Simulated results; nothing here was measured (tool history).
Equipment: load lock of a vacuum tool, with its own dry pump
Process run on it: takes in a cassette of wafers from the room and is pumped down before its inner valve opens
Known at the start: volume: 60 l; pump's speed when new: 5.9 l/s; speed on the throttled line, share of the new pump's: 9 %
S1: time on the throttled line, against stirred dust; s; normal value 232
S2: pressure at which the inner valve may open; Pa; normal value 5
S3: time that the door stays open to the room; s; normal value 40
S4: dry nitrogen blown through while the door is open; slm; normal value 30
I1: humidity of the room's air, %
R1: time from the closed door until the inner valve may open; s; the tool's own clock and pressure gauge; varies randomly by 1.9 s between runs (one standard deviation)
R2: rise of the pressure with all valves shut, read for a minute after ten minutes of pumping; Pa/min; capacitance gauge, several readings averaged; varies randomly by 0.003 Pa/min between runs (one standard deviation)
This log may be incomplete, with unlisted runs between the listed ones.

Run 1, hour 0.0: usual settings; I1 44.7. Result: R1 316.5 s, R2 0.117 Pa/min.
Run 2, hour 285.6: usual settings; I1 48.6. Result: R1 317.2 s, R2 0.122 Pa/min.
Run 3, hour 487.0: usual settings; I1 43.3. Result: R1 312.2 s, R2 0.121 Pa/min.
Run 4, hour 794.2: usual settings but S1 413 s; I1 44.3. Result: R1 477.1 s, R2 0.125 Pa/min.
Run 5, hour 952.9: usual settings; I1 46.3. Result: R1 315.2 s, R2 0.125 Pa/min.
Run 6, hour 1128.5: usual settings; I1 45.8. Result: R1 314.9 s, R2 0.126 Pa/min.
Run 7, hour 1400.1: usual settings; I1 43.0. Result: R1 315.9 s, R2 0.136 Pa/min.
Run 8, hour 1583.3: usual settings but S2 4 Pa; I1 46.1. Result: R1 318.5 s, R2 0.136 Pa/min.
Run 9, hour 1729.5: usual settings but S2 10 Pa, S3 27 s, S4 8 slm; I1 45.4. Result: R1 310.9 s, R2 0.147 Pa/min.
Run 10, hour 2045.3: usual settings but S1 161 s, S2 4 Pa, S3 55 s, S4 6 slm; I1 48.4. Result: R1 257.5 s, R2 0.158 Pa/min.
Run 11, hour 2271.8: usual settings but S1 161 s, S2 6 Pa, S3 55 s, S4 19 slm; I1 45.0. Result: R1 251.9 s, R2 0.145 Pa/min.
Run 12, hour 2473.3: usual settings but S1 180 s, S2 6 Pa, S3 55 s, S4 19 slm; I1 44.6. Result: R1 267.4 s, R2 0.146 Pa/min.
Run 13, hour 2812.6: usual settings but S1 128 s, S3 42 s; I1 42.2. Result: R1 224.9 s, R2 0.149 Pa/min.
Run 14, hour 2989.3: usual settings but S3 161 s, S4 6 slm; I1 42.4. Result: R1 315.1 s, R2 0.180 Pa/min.

A few steps of R1 between consecutive runs. Split each: what settings, incoming material and random variation would produce without the hidden state, and what is left over for the hidden state, along with gauge scatter present in only one of the two compared results (measured, and without hidden state):
Hidden state at play: pump's speed, % of a new pump's; leak at the door's seal, Pa l/s; drift of the gauge itself on ready_s, %; drift of the gauge itself on rise_pa_min, %.
Run 3 -> 4: S1 232 -> 413. R1 +164.9 s: hidden state -0.6, all else +165.5.
Run 9 -> 10: S1 232 -> 161, S2 10 -> 4, S3 27 -> 55, S4 8 -> 6. R1 -53.4 s: hidden state +1.6, all else -55.0.

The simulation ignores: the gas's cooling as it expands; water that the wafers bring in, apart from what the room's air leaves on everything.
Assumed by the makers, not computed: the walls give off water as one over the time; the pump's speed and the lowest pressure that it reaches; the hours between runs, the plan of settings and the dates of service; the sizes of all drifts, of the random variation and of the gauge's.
